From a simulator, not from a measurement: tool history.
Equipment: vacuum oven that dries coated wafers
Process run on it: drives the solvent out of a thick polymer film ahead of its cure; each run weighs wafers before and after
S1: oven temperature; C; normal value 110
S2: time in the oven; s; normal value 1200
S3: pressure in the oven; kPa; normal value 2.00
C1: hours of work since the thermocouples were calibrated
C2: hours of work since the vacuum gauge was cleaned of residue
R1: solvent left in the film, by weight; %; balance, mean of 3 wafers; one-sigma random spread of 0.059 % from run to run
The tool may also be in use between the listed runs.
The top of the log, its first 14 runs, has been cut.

{"run": 15, "hour": 642.2, "S1": 110, "S2": 1200, "S3": 2.0, "C1": 80, "C2": 1449, "R1": 3.52}
{"run": 16, "hour": 698.0, "S1": 110, "S2": 1200, "S3": 2.0, "C1": 119, "C2": 1487, "R1": 3.58}
{"run": 17, "hour": 743.6, "S1": 110, "S2": 1200, "S3": 5.44, "C1": 151, "C2": 1519, "R1": 5.13}
{"run": 18, "hour": 798.4, "S1": 110, "S2": 1200, "S3": 1.22, "C1": 188, "C2": 1557, "R1": 3.28}
{"run": 19, "hour": 833.4, "S1": 121, "S2": 1200, "S3": 1.22, "C1": 213, "C2": 1581, "R1": 1.36}
{"run": 20, "hour": 883.2, "S1": 110, "S2": 1200, "S3": 2.0, "C1": 247, "C2": 1615, "R1": 3.72}
{"run": 21, "hour": 936.7, "S1": 97, "S2": 1140, "S3": 5.21, "C1": 284, "C2": 1652, "R1": 10.11}
{"hour": 962.9, "done": "vacuum gauge cleaned of residue and calibrated"}
{"run": 22, "hour": 964.4, "S1": 97, "S2": 2100, "S3": 5.21, "C1": 302, "C2": 1, "R1": 6.3}
{"run": 23, "hour": 998.8, "S1": 110, "S2": 1500, "S3": 2.64, "C1": 326, "C2": 25, "R1": 2.74}
{"run": 24, "hour": 1024.0, "S1": 110, "S2": 1200, "S3": 1.15, "C1": 343, "C2": 42, "R1": 3.01}
{"run": 25, "hour": 1056.3, "S1": 95, "S2": 720, "S3": 2.37, "C1": 366, "C2": 65, "R1": 11.63}
{"run": 26, "hour": 1082.3, "S1": 95, "S2": 720, "S3": 2.37, "C1": 384, "C2": 82, "R1": 11.58}
{"run": 27, "hour": 1125.5, "S1": 121, "S2": 720, "S3": 2.37, "C1": 413, "C2": 112, "R1": 3.44}
{"run": 28, "hour": 1182.2, "S1": 124, "S2": 900, "S3": 2.0, "C1": 453, "C2": 152, "R1": 1.81}
{"run": 29, "hour": 1236.9, "S1": 110, "S2": 1320, "S3": 2.72, "C1": 490, "C2": 189, "R1": 3.45}
{"run": 30, "hour": 1276.9, "S1": 110, "S2": 1200, "S3": 1.35, "C1": 518, "C2": 217, "R1": 3.19}

Branching from run 30: 5 alternative next runs. What would each branch give?
{"run": "A", "hour": 1320.4, "S1": 110, "S2": 1200, "S3": 1.24, "C1": 548, "C2": 247, "R1": "?"}
{"run": "B", "hour": 1320.4, "S1": 110, "S2": 1260, "S3": 2.0, "C1": 548, "C2": 247, "R1": "?"}
{"run": "C", "hour": 1320.4, "S1": 110, "S2": 600, "S3": 1.32, "C1": 548, "C2": 247, "R1": "?"}
{"run": "D", "hour": 1320.4, "S1": 118, "S2": 840, "S3": 1.28, "C1": 548, "C2": 247, "R1": "?"}
{"run": "E", "hour": 1320.4, "S1": 115, "S2": 1200, "S3": 2.0, "C1": 548, "C2": 247, "R1": "?"}

run=A R1=3.16
run=B R1=3.20
run=C R1=7.48
run=D R1=3.06
run=E R1=2.46
With the hidden condition removed and each run's random variation left untouched, the same runs would have given:
run=A R1=2.75
run=B R1=2.80
run=C R1=6.94
run=D R1=2.68
run=E R1=2.14
